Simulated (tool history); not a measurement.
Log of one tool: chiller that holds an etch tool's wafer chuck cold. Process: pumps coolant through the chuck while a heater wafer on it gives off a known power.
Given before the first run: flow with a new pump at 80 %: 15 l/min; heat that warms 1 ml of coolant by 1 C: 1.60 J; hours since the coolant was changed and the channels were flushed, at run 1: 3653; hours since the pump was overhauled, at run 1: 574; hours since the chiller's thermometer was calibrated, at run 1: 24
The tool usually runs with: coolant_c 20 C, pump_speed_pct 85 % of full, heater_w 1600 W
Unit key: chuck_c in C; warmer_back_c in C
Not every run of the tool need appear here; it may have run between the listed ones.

run	hour	coolant_c	pump_speed_pct	heater_w	hours since the coolant was changed and the channels were flushed	hours since the pump was overhauled	hours since the chiller's thermometer was calibrated	chuck_c	warmer_back_c
1	0	20	85	1600	3653	574	24	32.6	3.69
2	135.9	20	85	1600	3789	710	160	32.7	3.67
3	265	20	85	1600	3918	839	289	32.9	3.7
4	369.8	20	85	1600	4023	944	394	32.7	3.69
5	510.7	20	85	1738	4164	1085	535	33.7	4.01
6	641.2	20	85	1738	4294	1215	666	33.9	3.97
7	709.8	20	85	1600	4363	1284	734	32.8	3.7
8	852.3	20	85	1600	4505	1426	877	32.7	3.64
9	919.8	20	85	1600	4573	1494	944	32.7	3.58
10	1013.2	20	97	1600	4666	1587	1038	32	3.11
11	1104.2	20	97	1600	4757	1678	1129	32	3.11
12	1203.5	20	85	1954	4856	1778	1228	35.6	4.45
13	1314.1	20	85	2032	4967	1888	1338	36.3	4.54
14	1433.1	20	85	2032	5086	2007	1457	36.4	4.6
15	1549.9	20	85	1600	5203	2124	1574	32.9	3.56
16	1632.3	20	85	1600	5285	2207	1657	32.9	3.58
17	1727.1	20	85	1600	5380	2301	1751	32.7	3.52
18	1876.5	20	90	1600	5529	2451	1901	32.2	3.25
# hour 1936.6: coolant changed, channels flushed
19	1991	20	85	1600	54	2559	2009	33	3.47
20	2093.4	13	63	1292	157	2662	2112	25	3.91
21	2228.8	11	81	1600	292	2797	2247	24.3	3.71
# hour 2308.8: gauge calibrated
22	2371.6	14	81	1600	435	2940	2390	27.1	3.92
23	2448.1	27	88	1600	512	3016	2466	39.5	3.54
24	2512.8	20	81	2296	576	3081	2531	38.7	5.66
25	2633.6	20	81	2296	697	3202	2652	38.7	5.59
26	2737.4	20	81	2296	801	3306	2756	38.8	5.66
27	2854.7	24	64	1078	918	3423	2873	34	3.28
28	2930	25	85	1600	993	3498	2948	37.9	3.66
29	3072.2	22	87	1249	1136	3640	3091	31.8	2.8
30	3206.4	27	98	1155	1270	3775	3225	35.6	2.23
31	3274.3	21	98	1858	1338	3843	3293	34.8	3.6

Below, some changes in warmer_back_c between adjacent runs. For each, the amount present without the hidden state too (settings, incoming material, random variation) and the amount remaining for the hidden state with gauge scatter not shared by both compared results:
Hidden conditions of the tool in this case: heat passed by the chuck's channels, % of clean ones'; flow at a given pump speed, % of a new pump's; coolant's true temperature over the reading, C; drift of the gauge itself on chuck_c, C; drift of the gauge itself on warmer_back_c, C.
Run 1 -> 2: nothing adjusted, nothing logged. warmer_back_c -0.02 C: hidden state -0.02, all else +0.
Run 17 -> 18: pump_speed_pct 85 -> 90. warmer_back_c -0.27 C: hidden state -0.03, all else -0.24.
Run 21 -> 22: coolant_c 11 -> 14, gauge calibrated. warmer_back_c +0.21 C: hidden state +0.27, all else -0.06.
Run 23 -> 24: coolant_c 27 -> 20, pump_speed_pct 88 -> 81, heater_w 1600 -> 2296. warmer_back_c +2.12 C: hidden state -0.01, all else +2.13.
Run 26 -> 27: coolant_c 20 -> 24, pump_speed_pct 81 -> 64, heater_w 2296 -> 1078. warmer_back_c -2.38 C: hidden state -0.02, all else -2.36.
Run 30 -> 31: coolant_c 27 -> 21, heater_w 1155 -> 1858. warmer_back_c +1.37 C: hidden state -0.01, all else +1.38.

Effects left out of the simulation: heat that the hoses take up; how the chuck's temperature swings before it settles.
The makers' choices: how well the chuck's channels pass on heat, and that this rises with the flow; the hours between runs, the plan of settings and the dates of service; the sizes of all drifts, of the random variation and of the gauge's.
